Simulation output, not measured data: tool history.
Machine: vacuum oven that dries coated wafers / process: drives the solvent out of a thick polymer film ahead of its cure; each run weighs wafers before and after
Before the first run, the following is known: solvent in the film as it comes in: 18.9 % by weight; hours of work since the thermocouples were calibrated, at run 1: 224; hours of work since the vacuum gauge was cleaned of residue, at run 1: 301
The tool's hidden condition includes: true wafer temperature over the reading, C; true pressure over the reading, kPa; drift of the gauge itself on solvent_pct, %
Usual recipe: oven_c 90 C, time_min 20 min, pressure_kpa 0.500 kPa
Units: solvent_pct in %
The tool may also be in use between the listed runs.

run     day  oven_c  time_min  pressure_kpa  hours of work since the thermocouples were calibrated  hours of work since the vacuum gauge was cleaned of residue  solvent_pct
  1   0.000      90        20         0.500                                                    224                                                          301         1.55
  2   0.871      90        10         0.500                                                    238                                                          315         4.65
  3   2.058      90        20         0.850                                                    257                                                          334         1.68
  4   3.450      90        20         0.500                                                    279                                                          357         1.46
  5   4.275      90        20         0.500                                                    293                                                          370         1.64
  6   5.729      90        20         0.500                                                    316                                                          394         1.59
  7   6.888      90        20         0.500                                                    335                                                          413         1.59
  8   7.983      90        20         0.500                                                    353                                                          430         1.50
  9   9.767      90        20         0.500                                                    382                                                          459         1.62
 10  11.450      90        20         0.500                                                    409                                                          486         1.51
 11  12.829      90        20         0.500                                                    431                                                          509         1.51
 12  13.921      98        20         0.500                                                    449                                                          526         0.49
 13  15.475      98        20         0.500                                                    474                                                          551         0.51
 14  16.350      98        20         0.500                                                    488                                                          566         0.42
 15  17.542      98        20         0.500                                                    507                                                          585         0.48
 16  18.546      90        20         0.500                                                    524                                                          601         1.54
 17  19.921      90        20         0.656                                                    546                                                          623         1.59
 18  21.408      90        20         0.656                                                    570                                                          648         1.63
 19  22.792      90        20         0.656                                                    592                                                          670         1.53
 20  24.121      90        20         0.656                                                    614                                                          691         1.63
 21  25.508      90        20         0.656                                                    636                                                          714         1.60
 22  26.300      90        20         0.656                                                    649                                                          727         1.66
 23  28.025      90        20         0.500                                                    677                                                          755         1.48
 24  29.767      90        20         0.500                                                    705                                                          783         1.52
 25  30.812      90        20         0.500                                                    722                                                          800         1.57
 26  31.842      90        34         1.750                                                    739                                                          816         1.17
 27  33.600      90        34         1.750                                                    767                                                          845         1.15
 28  34.800      90        34         1.750                                                    787                                                          864         1.13
 29  35.679      90        34         1.750                                                    801                                                          878         1.22
 30  36.762      96        20         0.643                                                    818                                                          896         0.75
 31  38.225      91        20         0.500                                                    842                                                          920         1.31
 32  39.904      99        26         0.498                                                    869                                                          947         0.20
 33  41.221      87        26         0.498                                                    891                                                          968         1.44
 34  42.704     102        26         0.504                                                    915                                                          992         0.33
 35  44.212     102        26         0.504                                                    939                                                         1016         0.26
 36  45.446      94        12         0.504                                                    959                                                         1036         2.23
 37  46.312     103        24         0.697                                                    973                                                         1050         0.30
 38  47.850      87        19         0.558                                                    998                                                         1075         2.41
 39  48.988      90        22         0.811                                                   1016                                                         1094         1.34
 40  50.325      90        22         0.811                                                   1038                                                         1115         1.36
 41  51.338      90        36         0.811                                                   1054                                                         1132         0.75
 42  52.317      90        36         0.811                                                   1070                                                         1148         0.68
 43  53.246      90        36         0.811                                                   1085                                                         1163         0.77
 44  54.208      83        14         0.641                                                   1101                                                         1178         5.22
 45  55.288      83        14         0.641                                                   1118                                                         1196         5.37
 46  57.017      83        14         0.641                                                   1146                                                         1224         5.28

Predict each of these 4 candidate next runs independently; none follows another, all start after run 46:
  A  58.638      90        11         0.811                                                   1172                                                         1250            ?
  B  58.638      83        15         0.641                                                   1172                                                         1250            ?
  C  58.638      89        12         1.258                                                   1172                                                         1250            ?
  D  58.638      84        28         1.489                                                   1172                                                         1250            ?

run  solvent_pct
  A         4.04
  B         4.80
  C         4.04
  D         2.25
Without the tool's hidden state the same runs would have given:
run  solvent_pct
  A         4.30
  B         5.06
  C         4.30
  D         2.30

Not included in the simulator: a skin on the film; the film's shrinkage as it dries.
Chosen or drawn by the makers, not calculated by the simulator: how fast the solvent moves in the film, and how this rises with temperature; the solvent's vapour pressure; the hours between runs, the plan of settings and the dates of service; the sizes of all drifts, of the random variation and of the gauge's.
